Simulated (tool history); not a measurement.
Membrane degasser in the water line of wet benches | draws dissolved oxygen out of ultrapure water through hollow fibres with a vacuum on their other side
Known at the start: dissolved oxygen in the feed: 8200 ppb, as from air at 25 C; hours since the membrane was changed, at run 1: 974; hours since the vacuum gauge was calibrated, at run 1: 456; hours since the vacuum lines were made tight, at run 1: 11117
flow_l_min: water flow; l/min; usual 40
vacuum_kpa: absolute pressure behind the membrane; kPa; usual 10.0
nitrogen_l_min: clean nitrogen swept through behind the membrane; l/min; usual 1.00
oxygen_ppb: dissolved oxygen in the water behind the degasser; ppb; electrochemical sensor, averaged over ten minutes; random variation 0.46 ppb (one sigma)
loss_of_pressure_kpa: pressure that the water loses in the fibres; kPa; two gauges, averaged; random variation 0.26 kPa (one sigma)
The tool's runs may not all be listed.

run,hour,flow_l_min,vacuum_kpa,nitrogen_l_min,hours since the membrane was changed,hours since the vacuum gauge was calibrated,hours since the vacuum lines were made tight,oxygen_ppb,loss_of_pressure_kpa
1,0.0,40,10.0,1.00,974,456,11117,520.5,68.81
2,114.8,40,10.0,1.00,1088,570,11232,521.5,69.16
3,215.1,40,10.0,1.00,1189,671,11332,522.0,68.86
4,327.2,40,10.0,1.68,1301,783,11444,344.9,68.62
5,432.8,40,10.0,1.00,1406,888,11550,522.1,68.51
6,498.1,40,10.0,1.00,1472,954,11615,523.0,69.08
7,618.2,40,10.0,1.00,1592,1074,11735,523.8,69.04
8,751.6,40,10.0,1.00,1725,1207,11868,524.3,68.58
9,890.3,40,9.1,1.00,1864,1346,12007,458.8,68.56
# hour 1015.8: seals of the vacuum lines changed
10,1024.9,40,10.0,1.00,1996,1479,9,525.2,68.71
11,1108.1,40,10.0,0.94,2080,1562,92,551.1,68.56
12,1189.5,40,10.0,0.94,2161,1643,174,551.8,68.48
13,1282.1,40,12.6,1.00,2254,1736,266,712.6,69.06
14,1401.7,40,12.6,1.00,2373,1855,386,712.1,68.49
# hour 1429.0: gauge calibrated
15,1496.8,40,12.6,1.00,2468,1950,481,704.1,68.72
16,1559.2,40,10.0,1.00,2531,2013,543,520.6,68.72
17,1693.6,46,10.0,1.94,2665,2147,678,346.2,79.37
18,1782.8,46,10.0,1.94,2754,2236,767,346.1,78.64
19,1851.3,46,10.0,1.94,2823,2305,836,346.4,78.65
20,1968.1,46,10.0,1.94,2940,2422,952,346.2,79.65
21,2045.7,44,15.5,1.00,3017,2499,1030,972.9,75.89
22,2177.7,44,15.5,1.00,3149,2631,1162,974.0,75.98
23,2271.1,44,15.5,1.00,3243,2725,1255,972.5,75.73
24,2391.1,40,21.8,0.81,3363,2845,1375,1514.1,68.81
25,2518.7,45,21.8,0.81,3490,2972,1503,1643.6,77.22
26,2654.5,47,12.1,0.90,3626,3108,1639,824.4,81.15
27,2762.4,47,12.1,0.90,3734,3216,1747,824.5,81.56
28,2899.8,42,13.6,1.68,3871,3353,1884,543.3,72.25
29,2985.5,42,13.6,1.68,3957,3439,1970,542.2,72.45
30,3103.5,42,13.6,1.68,4075,3557,2088,543.1,72.45
31,3193.1,28,14.0,0.77,4165,3647,2177,755.2,48.13

The same runs without the tool's hidden state, with the same run-to-run variation:
The hidden state here: membrane still open, %; true pressure behind the membrane over the reading, kPa; air that leaks in behind the membrane, l/min; drift of the gauge itself on oxygen_ppb, %; drift of the gauge itself on loss_of_pressure_kpa, %.
run,oxygen_ppb
1,520.5
2,521.0
3,521.0
4,343.9
5,520.2
6,520.8
7,521.1
8,521.0
9,455.3
10,520.7
11,545.9
12,546.3
13,705.0
14,703.8
15,703.7
16,520.0
17,345.4
18,345.0
19,345.2
20,344.6
21,967.8
22,967.8
23,965.6
24,1501.9
25,1628.5
26,815.9
27,815.3
28,536.6
29,535.1
30,535.5
31,744.0
loss_of_pressure_kpa: within 0.02 kPa of the measured result in every run.
